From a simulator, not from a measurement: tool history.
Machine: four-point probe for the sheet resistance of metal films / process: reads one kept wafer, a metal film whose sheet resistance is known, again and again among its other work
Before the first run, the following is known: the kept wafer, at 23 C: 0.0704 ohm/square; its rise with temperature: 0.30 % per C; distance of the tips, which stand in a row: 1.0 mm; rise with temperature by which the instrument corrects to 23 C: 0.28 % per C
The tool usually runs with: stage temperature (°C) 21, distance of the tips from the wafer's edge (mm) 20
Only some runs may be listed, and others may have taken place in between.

run    hour  stage temperature (°C)  distance of the tips from the wafer's edge (mm)  sheet resistance as the instrument gives it (ohm/square)
  1       0                      21                                               20                                                    0.0701
  2    68.7                      19                                               20                                                  0.070072
  3   171.5                      19                                               20                                                  0.070054
  4   296.3                      21                                               20                                                  0.070097
  5   384.2                      21                                                4                                                  0.072277
  6   461.4                      21                                                4                                                  0.072269
  7   562.7                      21                                                4                                                  0.072212
  8   659.1                      21                                                4                                                  0.072253
  9   784.9                      21                                               20                                                   0.07004
 10   915.6                      24                                               20                                                  0.070059
 11  1040.6                      21                                                4                                                  0.072182
 12  1160.3                      21                                                3                                                  0.073825
 13  1252.8                      21                                                3                                                  0.073869
 14  1313.4                      21                                                3                                                  0.073838
 15  1431.8                      21                                               20                                                  0.070001
 16  1501.8                      21                                               20                                                  0.069946
 17  1613.1                      21                                               20                                                   0.06999
 18  1679.7                      21                                               20                                                  0.069944
 19  1744.9                      21                                               20                                                  0.069921
 20  1821.5                      21                                               20                                                  0.069938
 21  1882.6                      21                                               20                                                  0.069948
 22  1952.1                      21                                               14                                                  0.070046
 23  2056.8                      18                                               20                                                  0.069909
 24  2135.1                      18                                               20                                                  0.069887
     2215.4  -- stage's thermometer calibrated
 25  2256.6                      30                                               20                                                   0.06999
 26  2325.1                      28                                                5                                                  0.071342
 27  2406.3                      21                                                6                                                  0.070807
 28  2520.5                      21                                               28                                                  0.069821
 29  2577.8                      26                                               17                                                  0.069999
 30  2661.3                      26                                               17                                                  0.069962
 31  2715.8                      21                                               11                                                   0.07007
 32  2778.1                      30                                               10                                                  0.070261
 33  2838.6                      30                                               10                                                  0.070245
     2881.9  -- stage's thermometer calibrated, once more
 34  2926.4                      33                                               28                                                  0.069991
 35  3023.6                      33                                               28                                                  0.070009
 36  3134.1                      33                                               28                                                  0.069989
 37  3238.4                      28                                                3                                                  0.073786
 38  3343.5                      28                                                3                                                  0.073813
 39  3402.8                      21                                                4                                                  0.072024
 40  3473.6                      28                                                5                                                   0.07134
 41  3608.7                      19                                               44                                                  0.069711
 42    3697                      19                                               44                                                  0.069716
 43  3829.3                      18                                                5                                                  0.071157
       3950  -- new probe head fitted
 44    3950                      31                                                5                                                  0.071869
 45  4049.6                      24                                                5                                                  0.071768

Below are 3 alternative next runs, each starting from the tool's condition after run 45. Predict each:
  A  4180                      26                                               19                                                         ?
  B  4180                      25                                               38                                                         ?
  C  4180                      23                                               31                                                         ?

run  sheet resistance as the instrument gives it (ohm/square)
  A                                                  0.070425
  B                                                  0.070328
  C                                                  0.070312
Without the tool's hidden state the same runs would have given:
run  sheet resistance as the instrument gives it (ohm/square)
  A                                                  0.070553
  B                                                  0.070456
  C                                                   0.07044
